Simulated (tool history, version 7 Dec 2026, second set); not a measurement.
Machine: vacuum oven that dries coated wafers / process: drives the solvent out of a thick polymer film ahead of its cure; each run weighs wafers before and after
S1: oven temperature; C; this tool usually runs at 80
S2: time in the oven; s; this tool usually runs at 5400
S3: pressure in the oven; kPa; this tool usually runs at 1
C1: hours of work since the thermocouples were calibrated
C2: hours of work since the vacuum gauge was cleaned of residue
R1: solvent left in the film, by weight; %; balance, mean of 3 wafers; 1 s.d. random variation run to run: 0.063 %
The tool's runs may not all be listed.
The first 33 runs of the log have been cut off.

run	hour	S1	S2	S3	C1	C2	R1
34	2314.7	88	5820	1.96	198	1140	2.25
35	2397.5	90	6840	1.1	257	1200	1.14
36	2438.4	90	6840	1.1	287	1229	1.03
37	2481.2	80	5400	1.48	317	1260	4.2
38	2539.7	80	5400	1.48	359	1302	4.29
39	2588	80	5400	1.48	394	1336	4.16
40	2649.7	80	5820	0.88	438	1380	3.35
41	2710	70	5400	1.79	481	1424	8.15
42	2794.4	70	3960	1.79	542	1484	9.87
43	2852.8	80	5400	0.5	583	1526	3.25
44	2940.7	80	9540	1.31	646	1589	1.99
45	3017	93	5400	3.04	701	1643	2.24
46	3074.4	66	6060	2.7	742	1685	10.15
47	3117.2	86	5400	1.54	773	1715	2.67

Predict each of these 4 candidate next runs independently; none follows another, all start after run 47:
A	3200.3	86	7260	1.54	832	1775	?
B	3200.3	80	6240	1	832	1775	?
C	3200.3	93	4740	1.54	832	1775	?
D	3200.3	94	7200	0.56	832	1775	?

run	R1
A	1.76
B	3.22
C	1.76
D	0.5
Had the tool no hidden state, the same runs would have come out as:
run	R1
A	1.73
B	3.19
C	1.74
D	0.49

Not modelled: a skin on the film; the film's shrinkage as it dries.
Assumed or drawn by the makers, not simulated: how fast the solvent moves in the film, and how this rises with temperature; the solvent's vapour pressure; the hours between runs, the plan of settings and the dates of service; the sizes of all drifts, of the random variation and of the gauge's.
